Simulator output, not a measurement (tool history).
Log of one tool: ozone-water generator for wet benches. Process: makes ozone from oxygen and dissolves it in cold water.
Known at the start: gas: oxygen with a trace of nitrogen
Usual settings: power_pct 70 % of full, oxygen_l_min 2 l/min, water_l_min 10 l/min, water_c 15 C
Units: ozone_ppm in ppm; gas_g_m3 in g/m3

| run | hour | power_pct | oxygen_l_min | water_l_min | water_c | ozone_ppm | gas_g_m3 |
|---|---|---|---|---|---|---|---|
| 1 | 0 | 70 | 2 | 10 | 15 | 21.9 | 218.2 |
| 2 | 13.8 | 70 | 2 | 10 | 16 | 21.7 | 220 |
| 3 | 27.6 | 70 | 1.84 | 10 | 15 | 21.5 | 232 |
| 4 | 56.4 | 70 | 1.84 | 10 | 15 | 21.5 | 233.1 |
| 5 | 83.1 | 70 | 1.84 | 10 | 15 | 21.7 | 234.6 |
| 6 | 111.2 | 78 | 1.84 | 10 | 15 | 23.9 | 251.7 |
| 7 | 124.2 | 90 | 1.84 | 10 | 15 | 26 | 280.2 |
| 8 | 153.8 | 70 | 2 | 10 | 16 | 21.5 | 220.1 |
| 9 | 182.9 | 70 | 2 | 10 | 15 | 21.7 | 220.7 |
| 10 | 209.4 | 70 | 2 | 10 | 15 | 22 | 220 |
| 11 | 232.4 | 70 | 2 | 10 | 15 | 22 | 222.1 |
| 12 | 248 | 70 | 2 | 10 | 15 | 21.8 | 219.3 |
| 13 | 275.4 | 70 | 2 | 10 | 12 | 22.6 | 221.1 |
| 14 | 304 | 70 | 2 | 10 | 15 | 22 | 217.2 |
| 15 | 320.7 | 70 | 1.1 | 10 | 15 | 21.1 | 325.2 |
| 16 | 346.3 | 70 | 1.1 | 10 | 15 | 21.2 | 326.9 |
| 17 | 359.4 | 70 | 1.1 | 7 | 15 | 29.1 | 325.8 |
| 18 | 381.2 | 62 | 1.1 | 7 | 9 | 28.2 | 300 |
| 19 | 406.2 | 73 | 1.68 | 15 | 18 | 15.3 | 254.6 |
| 20 | 428.6 | 73 | 1.68 | 15 | 18 | 15.2 | 256 |
| 21 | 448.4 | 78 | 2 | 10 | 20 | 22.4 | 240.1 |
| 22 | 473.8 | 78 | 2 | 10 | 20 | 22.3 | 237.9 |
| 23 | 499 | 50 | 2.68 | 9 | 11 | 19.4 | 141.7 |
| 24 | 525.9 | 46 | 2.68 | 13 | 11 | 13.5 | 135.3 |
| 25 | 545.3 | 81 | 1.67 | 6 | 11 | 38 | 278.6 |
| 26 | 573.4 | 76 | 1.88 | 10 | 8 | 24.8 | 246.1 |
| 27 | 586.5 | 76 | 1.88 | 12 | 8 | 21 | 244.4 |
| 28 | 611 | 76 | 1.88 | 12 | 8 | 21.1 | 240.7 |
| 29 | 630.1 | 67 | 3.3 | 10 | 17 | 19.9 | 155.9 |
| 30 | 644.7 | 70 | 1.36 | 7 | 8 | 31.3 | 283.8 |
| 31 | 670.1 | 70 | 1.36 | 7 | 8 | 31.1 | 284.6 |
| 32 | 691.9 | 99 | 1.93 | 7 | 16 | 36.3 | 290.6 |
| 33 | 715.1 | 58 | 1.93 | 11 | 16 | 17.4 | 196.5 |
| 34 | 742.7 | 61 | 2.34 | 7 | 16 | 25 | 183.1 |

Taken out of this log: 1 entry between the listed runs. Where each belongs, and how the hidden state differs across it:
Between runs 9 and 10: water thermometer calibrated (hour 187.8)
  no hidden state differs between the two runs
